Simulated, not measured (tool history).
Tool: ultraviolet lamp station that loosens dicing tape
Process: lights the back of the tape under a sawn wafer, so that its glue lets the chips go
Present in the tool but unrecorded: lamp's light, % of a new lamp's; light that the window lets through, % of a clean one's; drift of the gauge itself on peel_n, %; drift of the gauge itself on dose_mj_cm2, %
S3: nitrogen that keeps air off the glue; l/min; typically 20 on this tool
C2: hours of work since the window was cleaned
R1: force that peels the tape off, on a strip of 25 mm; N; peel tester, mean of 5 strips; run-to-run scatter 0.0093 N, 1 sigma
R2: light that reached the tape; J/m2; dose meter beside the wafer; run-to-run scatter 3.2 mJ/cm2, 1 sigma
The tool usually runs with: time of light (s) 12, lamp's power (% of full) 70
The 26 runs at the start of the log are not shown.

{"run": 27, "day": 19.362, "time of light (s)": 12, "lamp's power (% of full)": 62, "S3": 7, "hours of work of the lamp": 297, "C2": 40, "R1": 0.828, "R2": 4330}
{"run": 28, "day": 20.233, "time of light (s)": 16, "lamp's power (% of full)": 74, "S3": 13, "hours of work of the lamp": 307, "C2": 50, "R1": 0.274, "R2": 6870}
{"run": 29, "day": 20.842, "time of light (s)": 16, "lamp's power (% of full)": 74, "S3": 13, "hours of work of the lamp": 314, "C2": 58, "R1": 0.266, "R2": 6850}
{"run": 30, "day": 21.85, "time of light (s)": 10, "lamp's power (% of full)": 90, "S3": 18, "hours of work of the lamp": 326, "C2": 69, "R1": 0.352, "R2": 5190}
{"run": 31, "day": 22.354, "time of light (s)": 15, "lamp's power (% of full)": 70, "S3": 6, "hours of work of the lamp": 332, "C2": 75, "R1": 0.504, "R2": 6040}
{"run": 32, "day": 22.904, "time of light (s)": 15, "lamp's power (% of full)": 70, "S3": 6, "hours of work of the lamp": 338, "C2": 82, "R1": 0.488, "R2": 6150}
{"run": 33, "day": 23.392, "time of light (s)": 15, "lamp's power (% of full)": 70, "S3": 6, "hours of work of the lamp": 344, "C2": 87, "R1": 0.512, "R2": 6080}
{"run": 34, "day": 23.95, "time of light (s)": 20, "lamp's power (% of full)": 71, "S3": 9, "hours of work of the lamp": 351, "C2": 94, "R1": 0.246, "R2": 8240}
{"run": 35, "day": 24.588, "time of light (s)": 12, "lamp's power (% of full)": 82, "S3": 9, "hours of work of the lamp": 358, "C2": 101, "R1": 0.446, "R2": 5710}
{"run": 36, "day": 25.479, "time of light (s)": 12, "lamp's power (% of full)": 82, "S3": 9, "hours of work of the lamp": 368, "C2": 112, "R1": 0.436, "R2": 5700}
{"run": 37, "day": 25.904, "time of light (s)": 10, "lamp's power (% of full)": 85, "S3": 6, "hours of work of the lamp": 373, "C2": 117, "R1": 0.728, "R2": 4950}
{"run": 38, "day": 26.717, "time of light (s)": 12, "lamp's power (% of full)": 70, "S3": 11, "hours of work of the lamp": 383, "C2": 126, "R1": 0.548, "R2": 4880}
{"run": 39, "day": 27.371, "time of light (s)": 12, "lamp's power (% of full)": 70, "S3": 11, "hours of work of the lamp": 391, "C2": 134, "R1": 0.513, "R2": 4910}
{"run": 40, "day": 28.054, "time of light (s)": 12, "lamp's power (% of full)": 70, "S3": 11, "hours of work of the lamp": 398, "C2": 142, "R1": 0.522, "R2": 4900}
{"run": 41, "day": 29.046, "time of light (s)": 12, "lamp's power (% of full)": 79, "S3": 9, "hours of work of the lamp": 410, "C2": 153, "R1": 0.472, "R2": 5460}
{"run": 42, "day": 29.838, "time of light (s)": 12, "lamp's power (% of full)": 73, "S3": 8, "hours of work of the lamp": 419, "C2": 163, "R1": 0.617, "R2": 5110}
{"run": 43, "day": 30.383, "time of light (s)": 12, "lamp's power (% of full)": 73, "S3": 8, "hours of work of the lamp": 426, "C2": 169, "R1": 0.591, "R2": 5100}
{"run": 44, "day": 31.008, "time of light (s)": 22, "lamp's power (% of full)": 80, "S3": 20, "hours of work of the lamp": 433, "C2": 176, "R1": 0.163, "R2": 10300}

Below are 3 alternative next runs, each starting from the tool's condition after run 44. Predict each:
{"run": "A", "day": 31.658, "time of light (s)": 7, "lamp's power (% of full)": 86, "S3": 18, "hours of work of the lamp": 441, "C2": 184, "R1": "?", "R2": "?"}
{"run": "B", "day": 31.658, "time of light (s)": 12, "lamp's power (% of full)": 79, "S3": 20, "hours of work of the lamp": 441, "C2": 184, "R1": "?", "R2": "?"}
{"run": "C", "day": 31.658, "time of light (s)": 21, "lamp's power (% of full)": 97, "S3": 10, "hours of work of the lamp": 441, "C2": 184, "R1": "?", "R2": "?"}

run=A R1=0.758 R2=3500
run=B R1=0.322 R2=5480
run=C R1=0.171 R2=11720
The same runs, with their run-to-run variation unchanged, on a tool lacking any hidden condition would have given:
run=A R1=0.757 R2=3510
run=B R1=0.321 R2=5490
run=C R1=0.171 R2=11740

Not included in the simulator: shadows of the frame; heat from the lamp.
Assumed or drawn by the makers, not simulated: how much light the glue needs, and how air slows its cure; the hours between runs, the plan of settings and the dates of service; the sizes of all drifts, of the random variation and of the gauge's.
